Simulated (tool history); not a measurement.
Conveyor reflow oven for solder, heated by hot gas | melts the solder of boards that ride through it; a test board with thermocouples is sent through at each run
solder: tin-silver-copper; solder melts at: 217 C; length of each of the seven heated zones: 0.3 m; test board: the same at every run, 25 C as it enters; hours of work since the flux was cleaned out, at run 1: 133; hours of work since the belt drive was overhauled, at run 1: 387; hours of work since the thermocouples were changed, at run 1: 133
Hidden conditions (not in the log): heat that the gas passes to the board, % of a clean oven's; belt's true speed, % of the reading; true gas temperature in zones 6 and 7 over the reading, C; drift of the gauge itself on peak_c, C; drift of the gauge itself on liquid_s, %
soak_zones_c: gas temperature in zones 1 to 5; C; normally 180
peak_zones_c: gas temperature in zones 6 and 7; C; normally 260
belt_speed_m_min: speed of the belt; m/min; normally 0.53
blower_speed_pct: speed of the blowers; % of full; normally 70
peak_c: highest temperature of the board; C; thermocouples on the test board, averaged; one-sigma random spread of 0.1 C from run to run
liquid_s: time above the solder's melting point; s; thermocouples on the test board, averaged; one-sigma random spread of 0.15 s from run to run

| run | hour | soak_zones_c | peak_zones_c | belt_speed_m_min | blower_speed_pct | hours of work since the flux was cleaned out | hours of work since the belt drive was overhauled | hours of work since the thermocouples were changed | peak_c | liquid_s |
|---|---|---|---|---|---|---|---|---|---|---|
| 1 | 0 | 180 | 260 | 0.53 | 70 | 133 | 387 | 133 | 246.8 | 49.5 |
| 2 | 66.4 | 180 | 260 | 0.53 | 70 | 184 | 438 | 184 | 246.5 | 49.6 |
| 3 | 118.6 | 180 | 260 | 0.53 | 70 | 225 | 478 | 225 | 246.6 | 49.4 |
| 4 | 156.3 | 180 | 260 | 0.53 | 70 | 254 | 508 | 254 | 246.4 | 49.5 |
| 5 | 221.2 | 180 | 260 | 0.53 | 70 | 304 | 557 | 304 | 246.2 | 49.4 |
| 6 | 295.6 | 180 | 260 | 0.53 | 70 | 361 | 615 | 361 | 246.1 | 49.2 |
| 7 | 346.9 | 180 | 260 | 0.53 | 70 | 401 | 654 | 401 | 246.1 | 49.2 |
|  | 367.7 | flux residue cleaned out of gas plates and filters |
| 8 | 400.5 | 180 | 260 | 0.53 | 70 | 25 | 692 | 438 | 245.4 | 48.7 |
| 9 | 457.8 | 180 | 260 | 0.53 | 70 | 69 | 736 | 482 | 245.5 | 48.6 |
| 10 | 508.4 | 192 | 260 | 0.53 | 70 | 108 | 775 | 521 | 247.6 | 55.2 |
| 11 | 564.3 | 176 | 260 | 0.53 | 70 | 152 | 818 | 564 | 244.5 | 46.2 |
|  | 586.9 | flux residue cleaned out of gas plates and filters, once more |
| 12 | 628.7 | 176 | 260 | 0.53 | 70 | 32 | 864 | 610 | 247.4 | 49.3 |
| 13 | 691.9 | 193 | 268 | 0.53 | 70 | 81 | 913 | 659 | 256.8 | 61.7 |

Expected results for the next run?
|  | 732.6 | belt drive overhauled, speed set with a stopwatch |
| 14 | 753 | 193 | 249 | 0.53 | 73 | 125 | 16 | 703 | ? | ? |

{"run 14": {"peak_c": 240.1, "liquid_s": 50.4}}
If the tool had no hidden condition, the same run with the same run-to-run variation would have returned peak_c 239.6 C, liquid_s 50.4 s.
